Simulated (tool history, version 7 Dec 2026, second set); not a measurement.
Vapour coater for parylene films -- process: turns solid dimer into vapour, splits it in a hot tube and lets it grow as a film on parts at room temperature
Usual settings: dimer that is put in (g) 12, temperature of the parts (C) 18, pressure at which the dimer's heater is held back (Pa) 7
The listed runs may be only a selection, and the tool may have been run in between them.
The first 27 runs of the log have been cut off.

run    hour  dimer that is put in (g)  temperature of the parts (C)  pressure at which the dimer's heater is held back (Pa)  thickness of the film (nm)
 28  1623.4                         7                            23                                                    3.54                        2130
 29  1689.1                         7                            23                                                    3.54                        2110
       1742  -- trap's valve overhauled
 30  1742.4                        12                            29                                                       7                        2570
 31  1810.6                        12                            21                                                       7                        3600
 32  1860.1                        12                            21                                                       7                        3600
 33  1929.2                        12                            21                                                    9.02                        3320
 34  1965.6                        12                            18                                                     7.3                        4010
 35  2036.2                        12                            18                                                     7.3                        3950
 36  2079.3                        12                            23                                                   11.29                        2870
 37  2138.8                        12                            23                                                   11.29                        2830
 38  2194.3                         6                            23                                                    7.73                        1560
 39  2265.9                         6                            23                                                    7.73                        1550
 40    2316                        11                            18                                                    8.48                        3400
 41  2385.8                        14                            15                                                    9.26                        4810
 42  2457.1                         9                            30                                                   10.36                        1550
     2494.3  -- trap's valve overhauled
 43  2496.4                         9                            14                                                    2.17                        4900
 44  2553.5                         9                            14                                                    2.17                        4840
 45  2587.2                         7                            22                                                    5.97                        2090
 46  2657.7                         9                            14                                                    8.01                        3550

4 ways to go on from here, each from the tool as it stands after run 46. What would each give?
  A  2711.6                        18                            22                                                    4.25                           ?
  B  2711.6                         9                            14                                                    6.01                           ?
  C  2711.6                        13                            14                                                    8.01                           ?
  D  2711.6                         7                            13                                                       7                           ?

run  thickness of the film (nm)
  A                        5800
  B                        3800
  C                        5020
  D                        2900
The same runs, with their run-to-run variation unchanged, on a tool lacking any hidden condition would have given:
run  thickness of the film (nm)
  A                        5810
  B                        3810
  C                        5030
  D                        2910

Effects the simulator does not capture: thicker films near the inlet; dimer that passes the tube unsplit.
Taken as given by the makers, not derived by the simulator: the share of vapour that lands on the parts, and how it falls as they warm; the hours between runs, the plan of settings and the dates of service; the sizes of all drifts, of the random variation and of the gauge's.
